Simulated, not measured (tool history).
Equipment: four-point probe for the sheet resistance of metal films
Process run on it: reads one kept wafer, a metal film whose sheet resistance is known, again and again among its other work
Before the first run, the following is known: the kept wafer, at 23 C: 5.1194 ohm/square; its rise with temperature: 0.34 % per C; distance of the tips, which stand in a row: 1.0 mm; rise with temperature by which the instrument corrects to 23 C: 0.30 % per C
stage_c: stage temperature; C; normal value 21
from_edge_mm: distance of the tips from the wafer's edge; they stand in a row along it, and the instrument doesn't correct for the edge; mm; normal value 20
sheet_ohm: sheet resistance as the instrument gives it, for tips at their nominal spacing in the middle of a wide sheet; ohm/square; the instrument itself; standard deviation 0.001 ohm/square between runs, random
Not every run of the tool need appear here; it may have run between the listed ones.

Run 1, hour 0.0: usual settings. Result: sheet_ohm 5.106081 ohm/square.
Run 2, hour 49.5: usual settings. Result: sheet_ohm 5.107398 ohm/square.
Run 3, hour 93.5: usual settings. Result: sheet_ohm 5.106953 ohm/square.
Run 4, hour 135.0: usual settings. Result: sheet_ohm 5.108769 ohm/square.
Run 5, hour 181.4: usual settings. Result: sheet_ohm 5.107630 ohm/square.
Run 6, hour 223.4: usual settings but stage_c 30 C. Result: sheet_ohm 5.122491 ohm/square.
Run 7, hour 246.0: usual settings but stage_c 30 C. Result: sheet_ohm 5.122967 ohm/square.
Run 8, hour 271.5: usual settings but stage_c 30 C. Result: sheet_ohm 5.123439 ohm/square.
Run 9, hour 312.9: usual settings but stage_c 30 C. Result: sheet_ohm 5.122237 ohm/square.
Run 10, hour 340.6: usual settings. Result: sheet_ohm 5.105264 ohm/square.
Run 11, hour 388.7: usual settings. Result: sheet_ohm 5.106575 ohm/square.
Run 12, hour 429.1: usual settings. Result: sheet_ohm 5.103892 ohm/square.
Run 13, hour 454.3: usual settings. Result: sheet_ohm 5.104174 ohm/square.
Run 14, hour 503.0: usual settings. Result: sheet_ohm 5.102734 ohm/square.
Run 15, hour 544.1: usual settings. Result: sheet_ohm 5.104092 ohm/square.
Run 16, hour 595.0: usual settings. Result: sheet_ohm 5.104817 ohm/square.
Run 17, hour 634.5: usual settings but from_edge_mm 8 mm. Result: sheet_ohm 5.139838 ohm/square.
Run 18, hour 661.4: usual settings but from_edge_mm 8 mm. Result: sheet_ohm 5.136702 ohm/square.
Run 19, hour 710.4: usual settings but from_edge_mm 16 mm. Result: sheet_ohm 5.106686 ohm/square.
Run 20, hour 746.9: usual settings but from_edge_mm 16 mm. Result: sheet_ohm 5.106711 ohm/square.
Run 21, hour 784.4: usual settings but from_edge_mm 16 mm. Result: sheet_ohm 5.106115 ohm/square.
Run 22, hour 813.4: usual settings but stage_c 19 C, from_edge_mm 16 mm. Result: sheet_ohm 5.101910 ohm/square.
Run 23, hour 856.9: usual settings but stage_c 19 C, from_edge_mm 16 mm. Result: sheet_ohm 5.103801 ohm/square.
Run 24, hour 878.8: usual settings but stage_c 28 C, from_edge_mm 12 mm. Result: sheet_ohm 5.127367 ohm/square.
Run 25, hour 919.6: usual settings but stage_c 26 C, from_edge_mm 50 mm. Result: sheet_ohm 5.104998 ohm/square.
Run 26, hour 956.4: usual settings but stage_c 26 C, from_edge_mm 50 mm. Result: sheet_ohm 5.105556 ohm/square.
At hour 959.6: stage's thermometer calibrated.
Run 27, hour 994.6: usual settings but stage_c 34 C, from_edge_mm 5 mm. Result: sheet_ohm 5.222889 ohm/square.
Run 28, hour 1031.7: usual settings but stage_c 34 C, from_edge_mm 5 mm. Result: sheet_ohm 5.223999 ohm/square.
Run 29, hour 1064.1: usual settings but stage_c 29 C, from_edge_mm 28 mm. Result: sheet_ohm 5.108946 ohm/square.
Run 30, hour 1105.5: usual settings but stage_c 29 C, from_edge_mm 28 mm. Result: sheet_ohm 5.109626 ohm/square.
Run 31, hour 1150.4: usual settings but stage_c 29 C, from_edge_mm 28 mm. Result: sheet_ohm 5.109843 ohm/square.
Run 32, hour 1181.2: usual settings but stage_c 29 C, from_edge_mm 28 mm. Result: sheet_ohm 5.107426 ohm/square.
Run 33, hour 1232.6: usual settings but from_edge_mm 21 mm. Result: sheet_ohm 5.095764 ohm/square.
At hour 1239.0: stage's thermometer calibrated, once more.
Run 34, hour 1269.7: usual settings but stage_c 22 C, from_edge_mm 36 mm. Result: sheet_ohm 5.103696 ohm/square.
Run 35, hour 1310.9: usual settings but stage_c 33 C, from_edge_mm 28 mm. Result: sheet_ohm 5.124955 ohm/square.
Run 36, hour 1339.6: usual settings but stage_c 33 C, from_edge_mm 28 mm. Result: sheet_ohm 5.124004 ohm/square.
Run 37, hour 1363.9: usual settings but stage_c 34 C, from_edge_mm 55 mm. Result: sheet_ohm 5.124126 ohm/square.
Run 38, hour 1406.1: usual settings but stage_c 25 C, from_edge_mm 64 mm. Result: sheet_ohm 5.105654 ohm/square.
Run 39, hour 1457.6: usual settings but stage_c 27 C, from_edge_mm 4 mm. Result: sheet_ohm 5.273303 ohm/square.

Forecast each of these 4 alternatives for the next run:
Run A, hour 1508.6: usual settings but from_edge_mm 11 mm. Result: sheet_ohm ?.
Run B, hour 1508.6: usual settings but stage_c 28 C, from_edge_mm 47 mm. Result: sheet_ohm ?.
Run C, hour 1508.6: usual settings but stage_c 24 C, from_edge_mm 7 mm. Result: sheet_ohm ?.
Run D, hour 1508.6: usual settings but from_edge_mm 8 mm. Result: sheet_ohm ?.

run  sheet_ohm
  A   5.120440
  B   5.110555
  C   5.158467
  D   5.140339
With no hidden state in the tool, these same runs would have given:
run  sheet_ohm
  A   5.139221
  B   5.129276
  C   5.177366
  D   5.159188
